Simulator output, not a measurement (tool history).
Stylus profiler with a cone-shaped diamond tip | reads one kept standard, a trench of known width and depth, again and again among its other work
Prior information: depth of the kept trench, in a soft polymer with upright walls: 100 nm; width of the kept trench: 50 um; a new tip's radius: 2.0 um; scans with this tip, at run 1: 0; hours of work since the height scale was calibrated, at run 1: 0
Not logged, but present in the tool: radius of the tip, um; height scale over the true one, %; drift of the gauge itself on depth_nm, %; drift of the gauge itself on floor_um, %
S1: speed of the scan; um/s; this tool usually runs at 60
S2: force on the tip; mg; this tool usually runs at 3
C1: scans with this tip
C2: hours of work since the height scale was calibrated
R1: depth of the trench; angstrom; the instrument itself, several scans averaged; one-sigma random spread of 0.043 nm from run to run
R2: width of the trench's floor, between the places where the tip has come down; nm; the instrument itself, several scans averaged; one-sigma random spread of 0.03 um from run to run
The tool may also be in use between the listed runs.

| run | hour | S1 | S2 | C1 | C2 | R1 | R2 |
|---|---|---|---|---|---|---|---|
| 1 | 0 | 60 | 3 | 0 | 0 | 1006.2 | 48640 |
| 2 | 64 | 60 | 3 | 571 | 39 | 1006.3 | 48650 |
| 3 | 141.7 | 60 | 3 | 1264 | 87 | 1005.8 | 48560 |
| 4 | 247.8 | 60 | 3 | 2211 | 152 | 1005.3 | 48520 |
| 5 | 312.9 | 38 | 3 | 2791 | 192 | 1005.1 | 48570 |
| 6 | 426.3 | 38 | 3 | 3804 | 261 | 1005.1 | 48490 |
| 7 | 483.1 | 38 | 3 | 4310 | 296 | 1004 | 48530 |
| 8 | 577 | 38 | 3 | 5148 | 354 | 1004 | 48470 |
| 9 | 651.5 | 38 | 3 | 5813 | 399 | 1003.4 | 48460 |
| 10 | 718.7 | 38 | 3 | 6413 | 441 | 1004.4 | 48390 |
| 11 | 785.4 | 60 | 3 | 7008 | 482 | 1003.1 | 48340 |
| 12 | 853.2 | 60 | 3 | 7613 | 523 | 1003 | 48310 |
|  | 861.1 | height scale calibrated on a step standard |
| 13 | 903.4 | 60 | 3 | 8057 | 26 | 1001.9 | 48320 |
| 14 | 991.6 | 60 | 3 | 8844 | 80 | 1002 | 48300 |
| 15 | 1081.1 | 125 | 3 | 9642 | 135 | 1002.3 | 48120 |
| 16 | 1181.5 | 19 | 6.24 | 10538 | 196 | 1005.4 | 48310 |
| 17 | 1233.5 | 19 | 6.24 | 11003 | 228 | 1005.7 | 48240 |
|  | 1311.1 | height scale calibrated on a step standard, once more |
| 18 | 1340.3 | 16 | 2.4 | 11951 | 18 | 1004.8 | 48260 |
| 19 | 1406.9 | 89 | 1.04 | 12546 | 59 | 1002.6 | 47940 |
| 20 | 1498 | 16 | 3.95 | 13358 | 115 | 1006.3 | 48220 |
| 21 | 1584.4 | 16 | 3.95 | 14129 | 168 | 1006.6 | 48150 |
| 22 | 1668.8 | 17 | 4.96 | 14882 | 219 | 1007 | 48150 |
| 23 | 1742.9 | 17 | 4.96 | 15544 | 265 | 1007.2 | 48110 |
|  | 1808.5 | new tip fitted, height scale calibrated |
| 24 | 1812.4 | 47 | 3.46 | 35 | 2 | 1007.7 | 48660 |
| 25 | 1886.4 | 47 | 3.46 | 695 | 48 | 1007.2 | 48620 |
| 26 | 1941.4 | 47 | 3.46 | 1186 | 82 | 1006.8 | 48590 |
| 27 | 2008.5 | 217 | 4 | 1785 | 123 | 1007.5 | 48270 |

What if the next run were any one of these 4? Each begins from the tool's condition after run 27:
| A | 2064.7 | 63 | 3.73 | 2287 | 157 | ? | ? |
| B | 2064.7 | 33 | 7.73 | 2287 | 157 | ? | ? |
| C | 2064.7 | 17 | 2.06 | 2287 | 157 | ? | ? |
| D | 2064.7 | 238 | 3 | 2287 | 157 | ? | ? |

| run | R1 | R2 |
|---|---|---|
| A | 1006.5 | 48550 |
| B | 1010.9 | 48630 |
| C | 1003.7 | 48580 |
| D | 1006.2 | 48140 |
With no hidden state in the tool, these same runs would have given:
| run | R1 | R2 |
|---|---|---|
| A | 1007.1 | 48660 |
| B | 1011.5 | 48740 |
| C | 1004.3 | 48680 |
| D | 1006.8 | 48250 |

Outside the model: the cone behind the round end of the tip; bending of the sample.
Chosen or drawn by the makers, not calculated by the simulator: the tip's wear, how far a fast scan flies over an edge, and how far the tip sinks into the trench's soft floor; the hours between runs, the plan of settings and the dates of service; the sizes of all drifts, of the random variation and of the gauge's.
